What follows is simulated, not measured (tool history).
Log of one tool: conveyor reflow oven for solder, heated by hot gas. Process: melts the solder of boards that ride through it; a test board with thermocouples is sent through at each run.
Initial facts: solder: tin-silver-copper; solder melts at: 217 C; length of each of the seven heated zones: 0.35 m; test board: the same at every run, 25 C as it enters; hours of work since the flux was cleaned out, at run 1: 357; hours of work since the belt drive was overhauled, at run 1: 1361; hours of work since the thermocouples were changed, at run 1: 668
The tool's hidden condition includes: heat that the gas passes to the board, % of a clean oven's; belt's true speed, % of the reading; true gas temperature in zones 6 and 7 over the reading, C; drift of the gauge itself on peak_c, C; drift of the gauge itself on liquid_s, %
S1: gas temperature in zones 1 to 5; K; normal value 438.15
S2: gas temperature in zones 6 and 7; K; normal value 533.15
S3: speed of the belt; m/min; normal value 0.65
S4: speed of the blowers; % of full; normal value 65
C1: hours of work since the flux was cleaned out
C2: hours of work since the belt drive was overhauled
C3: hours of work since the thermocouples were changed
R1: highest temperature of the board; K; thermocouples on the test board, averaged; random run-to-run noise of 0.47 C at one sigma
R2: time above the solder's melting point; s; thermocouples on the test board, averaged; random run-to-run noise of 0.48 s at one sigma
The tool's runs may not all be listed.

run,day,S1,S2,S3,S4,C1,C2,C3,R1,R2
1,0,438.15,533.15,0.65,65,357,1361,668,517.55,42.2
# day 0.867: flux residue cleaned out of gas plates and filters
2,2.167,438.15,533.15,0.65,65,18,1389,696,520.75,44.5
3,4.062,438.15,533.15,0.65,65,45,1416,722,520.85,44.8
# day 6.521: belt drive overhauled, speed set with a stopwatch
4,6.85,438.15,547.15,0.65,65,82,5,759,530.45,49.5
5,9.558,438.15,533.15,0.65,65,120,43,798,518.35,42.4
6,11.192,438.15,533.15,0.774,65,143,66,821,513.35,28.2
7,14.662,438.15,533.15,0.774,65,192,115,870,512.15,28.8
8,17.329,438.15,533.15,0.65,65,230,152,907,518.45,40.7
9,19.138,438.15,537.15,0.65,65,255,178,933,521.35,43.5
10,22.104,438.15,537.15,0.65,65,297,220,974,521.65,43.6
11,25.004,438.15,537.15,0.642,65,338,260,1015,522.15,43.8
# day 26.446: thermocouples of zones 6 and 7 changed
# day 27.438: flux residue cleaned out of gas plates and filters
12,28.1,438.15,533.15,0.65,65,9,300,20,517.95,41.4
13,30.85,438.15,533.15,0.65,85,48,339,59,520.35,44.6
14,34.096,438.15,533.15,0.65,85,94,385,105,519.85,44.4
15,37.442,438.15,533.15,0.65,85,141,432,152,519.75,44.9
16,39.3,438.15,533.15,0.65,85,167,458,178,519.85,44.1
17,40.767,438.15,533.15,0.65,85,188,479,199,520.35,43.9
18,44.046,444.15,533.15,0.538,65,234,525,245,523.55,58.6
19,45.542,444.15,533.15,0.538,65,255,546,266,523.05,58.6
20,48.042,444.15,533.15,0.538,65,290,581,301,523.55,59.3
21,51.317,433.15,548.15,0.538,65,337,627,348,535.85,63.5
# day 53.671: flux residue cleaned out of gas plates and filters
22,54.167,436.15,523.15,0.538,65,7,665,385,514.95,50
23,56.808,436.15,523.15,0.538,65,44,702,422,514.85,49
24,59.412,436.15,523.15,0.538,65,81,738,459,513.35,49.4
25,61.95,436.15,523.15,0.538,65,117,774,495,515.35,49.2
26,65.062,438.15,533.15,0.65,83,161,818,538,521.35,45.2
27,67.2,438.15,533.15,0.65,83,191,848,569,521.15,45.2
28,70.204,430.15,528.15,0.686,65,233,891,611,510.85,31.7
29,72.708,452.15,533.15,0.564,56,268,926,646,523.35,58.5

Branching from run 29: 3 alternative next runs. What would each branch give?
A,76.188,438.15,533.15,0.564,56,317,975,695,?,?
B,76.188,452.15,526.15,0.723,53,317,975,695,?,?
C,76.188,432.15,533.15,0.564,56,317,975,695,?,?

run,R1,R2
A,521.55,51.1
B,508.65,33
C,520.25,49.2
Take away the tool's hidden state, keep each run's random variation, and the runs would have read:
run,R1,R2
A,520.65,49.1
B,507.95,31.7
C,519.45,47.4
